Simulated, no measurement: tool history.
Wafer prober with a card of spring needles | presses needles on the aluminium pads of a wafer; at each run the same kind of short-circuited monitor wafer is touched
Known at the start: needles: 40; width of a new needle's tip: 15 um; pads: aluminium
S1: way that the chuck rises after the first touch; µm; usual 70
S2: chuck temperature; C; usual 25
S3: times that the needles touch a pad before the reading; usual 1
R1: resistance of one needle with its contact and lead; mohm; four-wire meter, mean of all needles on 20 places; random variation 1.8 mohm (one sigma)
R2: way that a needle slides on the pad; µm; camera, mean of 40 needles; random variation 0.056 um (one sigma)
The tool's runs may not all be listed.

Run 1, day 0.000: usual settings. Result: R1 210 mohm, R2 18.27 µm.
At day 0.129: tips cleaned on abrasive film.
At day 0.342: tips cleaned on abrasive film.
Run 2, day 0.488: usual settings but S1 69 µm. Result: R1 226 mohm, R2 17.87 µm.
At day 0.533: tips cleaned on abrasive film.
At day 0.746: tips cleaned on abrasive film.
At day 0.912: tips cleaned on abrasive film.
At day 1.125: tips cleaned on abrasive film.
At day 1.338: tips cleaned on abrasive film.
Run 3, day 1.500: usual settings but S1 69 µm, S3 2. Result: R1 217 mohm, R2 17.79 µm.
At day 1.546: tips cleaned on abrasive film.
At day 1.758: tips cleaned on abrasive film.
At day 1.971: tips cleaned on abrasive film.
Run 4, day 2.133: usual settings but S1 69 µm, S3 2. Result: R1 213 mohm, R2 17.86 µm.
At day 2.179: tips cleaned on abrasive film.
At day 2.392: tips cleaned on abrasive film.
At day 2.562: tips cleaned on abrasive film.
At day 2.729: tips cleaned on abrasive film.
At day 2.942: tips cleaned on abrasive film.
At day 3.154: tips cleaned on abrasive film.
Run 5, day 3.171: usual settings but S1 69 µm, S3 2. Result: R1 192 mohm, R2 17.67 µm.
At day 3.338: tips cleaned on abrasive film.
At day 3.550: tips cleaned on abrasive film.
At day 3.721: tips cleaned on abrasive film.
At day 3.933: tips cleaned on abrasive film.
Run 6, day 4.038: usual settings. Result: R1 222 mohm, R2 17.84 µm.
At day 4.121: tips cleaned on abrasive film.
At day 4.292: tips cleaned on abrasive film.
At day 4.504: tips cleaned on abrasive film.
Run 7, day 4.658: usual settings. Result: R1 230 mohm, R2 17.76 µm.
At day 4.704: tips cleaned on abrasive film.
At day 4.875: tips cleaned on abrasive film.
At day 5.088: tips cleaned on abrasive film.
Run 8, day 5.229: usual settings but S1 55 µm, S2 29 C. Result: R1 260 mohm, R2 13.79 µm.
At day 5.275: tips cleaned on abrasive film.
At day 5.288: height of the first contact set anew.
At day 5.458: tips cleaned on abrasive film.
At day 5.671: tips cleaned on abrasive film.
At day 5.883: tips cleaned on abrasive film.
At day 6.096: tips cleaned on abrasive film.
Run 9, day 6.200: usual settings but S1 67 µm, S2 72 C, S3 3. Result: R1 212 mohm, R2 16.55 µm.
At day 6.288: tips cleaned on abrasive film.
At day 6.500: tips cleaned on abrasive film.
At day 6.671: tips cleaned on abrasive film.
At day 6.883: tips cleaned on abrasive film.
Run 10, day 6.954: usual settings but S1 58 µm, S3 2. Result: R1 219 mohm, R2 13.96 µm.
At day 7.083: tips cleaned on abrasive film.
At day 7.296: tips cleaned on abrasive film.
At day 7.508: tips cleaned on abrasive film.
At day 7.721: tips cleaned on abrasive film.
At day 7.929: tips cleaned on abrasive film.
Run 11, day 7.992: usual settings but S1 58 µm, S3 2. Result: R1 212 mohm, R2 14.00 µm.
At day 8.121: tips cleaned on abrasive film.
At day 8.292: tips cleaned on abrasive film.
At day 8.504: tips cleaned on abrasive film.
At day 8.717: tips cleaned on abrasive film.
At day 8.888: tips cleaned on abrasive film.
Run 12, day 9.038: usual settings but S1 86 µm, S3 2. Result: R1 205 mohm, R2 21.19 µm.
At day 9.079: tips cleaned on abrasive film.
At day 9.292: tips cleaned on abrasive film.
At day 9.462: tips cleaned on abrasive film.
Run 13, day 9.575: usual settings but S1 86 µm, S3 2. Result: R1 200 mohm, R2 21.32 µm.

Forecast each of these 3 alternatives for the next run:
At day 9.662: tips cleaned on abrasive film.
At day 9.871: tips cleaned on abrasive film.
At day 10.083: tips cleaned on abrasive film.
At day 10.296: tips cleaned on abrasive film.
Run A, day 10.296: usual settings but S1 71 µm, S2 30 C. Result: R1 ?, R2 ?.
At day 9.662: tips cleaned on abrasive film.
At day 9.871: tips cleaned on abrasive film.
At day 10.083: tips cleaned on abrasive film.
At day 10.296: tips cleaned on abrasive film.
Run B, day 10.296: usual settings but S1 51 µm, S2 27 C. Result: R1 ?, R2 ?.
At day 9.662: tips cleaned on abrasive film.
At day 9.871: tips cleaned on abrasive film.
At day 10.083: tips cleaned on abrasive film.
At day 10.296: tips cleaned on abrasive film.
Run C, day 10.296: usual settings but S2 45 C. Result: R1 ?, R2 ?.

run   R1     R2
  A  191  17.20
  B  202  12.01
  C  197  16.92
Without the tool's hidden state the same runs would have given:
run   R1     R2
  A  183  18.61
  B  187  13.42
  C  188  18.33
